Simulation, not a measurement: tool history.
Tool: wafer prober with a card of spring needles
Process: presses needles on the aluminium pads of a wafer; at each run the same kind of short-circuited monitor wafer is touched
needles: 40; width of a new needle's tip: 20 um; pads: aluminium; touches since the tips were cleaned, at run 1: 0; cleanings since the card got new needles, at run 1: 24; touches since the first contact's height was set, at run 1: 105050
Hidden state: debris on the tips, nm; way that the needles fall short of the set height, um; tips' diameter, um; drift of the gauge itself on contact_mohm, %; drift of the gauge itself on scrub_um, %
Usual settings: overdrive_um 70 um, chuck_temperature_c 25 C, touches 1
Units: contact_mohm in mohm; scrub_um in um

run,hour,overdrive_um,chuck_temperature_c,touches,touches since the tips were cleaned,cleanings since the card got new needles,touches since the first contact's height was set,contact_mohm,scrub_um
1,0,70,25,1,0,24,105050,205,17.69
# hour 18.9: height of the first contact set anew
# hour 34.2: tips cleaned on abrasive film
2,47.2,70,25,3,3019,25,6542,217,17.99
# hour 70: tips cleaned on abrasive film
3,95.1,70,25,2,5840,26,17636,233,17.95
# hour 106.9: tips cleaned on abrasive film
4,128.8,70,25,2,5098,27,25430,231,17.95
# hour 141: tips cleaned on abrasive film
# hour 176.8: tips cleaned on abrasive film
5,179.6,70,25,2,665,29,37164,212,17.81
# hour 215.1: tips cleaned on abrasive film
6,227.5,70,46,1,2885,30,48249,237,17.75
# hour 248.5: tips cleaned on abrasive film
# hour 286: tips cleaned on abrasive film
7,295.1,70,25,3,2098,32,63876,214,17.75
# hour 322.4: tips cleaned on abrasive film
8,323.4,70,25,3,222,33,70420,207,17.7
# hour 358.8: tips cleaned on abrasive film
9,385.7,51,25,1,6247,34,84854,291,12.78
# hour 393.9: tips cleaned on abrasive film
10,423.8,63,54,1,6943,35,93660,272,15.88
# hour 430.4: tips cleaned on abrasive film
# hour 467.7: tips cleaned on abrasive film
11,467.7,80,72,1,2,37,103805,215,20.14
# hour 491: height of the first contact set anew
# hour 504.9: tips cleaned on abrasive film
12,516.9,56,76,1,2774,38,5982,261,14.35

Run 13 comes next. What will it give?
# hour 538.3: tips cleaned on abrasive film
13,561.9,56,76,3,5467,39,16397,?,?

contact_mohm: 238 mohm
scrub_um: 14.34 um
Without the tool's hidden state the same run would have given contact_mohm 214 mohm, scrub_um 14.41 um.
